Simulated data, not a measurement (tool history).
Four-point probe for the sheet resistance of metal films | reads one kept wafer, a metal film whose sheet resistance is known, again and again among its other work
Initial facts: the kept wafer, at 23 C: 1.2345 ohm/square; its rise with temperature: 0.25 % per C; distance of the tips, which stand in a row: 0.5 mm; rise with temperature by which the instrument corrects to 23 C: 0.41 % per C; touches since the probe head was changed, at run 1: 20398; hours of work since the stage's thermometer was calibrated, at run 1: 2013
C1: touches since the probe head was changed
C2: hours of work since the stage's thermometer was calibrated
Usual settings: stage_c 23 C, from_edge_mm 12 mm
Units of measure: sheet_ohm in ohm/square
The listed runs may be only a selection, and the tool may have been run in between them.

Run 1, day 0: usual settings; C1 20398; C2 2013. Result: sheet_ohm 1.238341 ohm/square.
Run 2, day 1.288: usual settings; C1 21128; C2 2028. Result: sheet_ohm 1.238108 ohm/square.
Run 3, day 2.396: usual settings; C1 21755; C2 2041. Result: sheet_ohm 1.238261 ohm/square.
Run 4, day 3.45: usual settings; C1 22353; C2 2054. Result: sheet_ohm 1.23861 ohm/square.
Run 5, day 4.029: usual settings; C1 22683; C2 2061. Result: sheet_ohm 1.238391 ohm/square.
Run 6, day 5.1: usual settings but stage_c 26 C; C1 23291; C2 2074. Result: sheet_ohm 1.232637 ohm/square.
Run 7, day 6.288: usual settings but stage_c 26 C; C1 23961; C2 2088. Result: sheet_ohm 1.232742 ohm/square.
Run 8, day 7.029: usual settings but stage_c 21 C, from_edge_mm 8 mm; C1 24383; C2 2097. Result: sheet_ohm 1.24418 ohm/square.
Run 9, day 7.754: usual settings but stage_c 21 C, from_edge_mm 8 mm; C1 24793; C2 2105. Result: sheet_ohm 1.243987 ohm/square.
Run 10, day 8.358: usual settings but stage_c 22 C, from_edge_mm 8 mm; C1 25136; C2 2113. Result: sheet_ohm 1.241812 ohm/square.
Run 11, day 9.4: usual settings but stage_c 22 C, from_edge_mm 8 mm; C1 25726; C2 2125. Result: sheet_ohm 1.241531 ohm/square.

What if the next run were any one of these 3? Each begins from the tool's condition after run 11:
Run A, day 10.333: usual settings but stage_c 22 C, from_edge_mm 8 mm; C1 26256; C2 2136. Result: sheet_ohm ?.
Run B, day 10.333: usual settings but stage_c 21 C, from_edge_mm 7 mm; C1 26256; C2 2136. Result: sheet_ohm ?.
Run C, day 10.333: usual settings but stage_c 33 C; C1 26256; C2 2136. Result: sheet_ohm ?.

run  sheet_ohm
  A   1.242167
  B   1.245045
  C   1.219637
Take away the tool's hidden state, keep each run's random variation, and the runs would have read:
run  sheet_ohm
  A   1.239289
  B   1.242157
  C    1.21685

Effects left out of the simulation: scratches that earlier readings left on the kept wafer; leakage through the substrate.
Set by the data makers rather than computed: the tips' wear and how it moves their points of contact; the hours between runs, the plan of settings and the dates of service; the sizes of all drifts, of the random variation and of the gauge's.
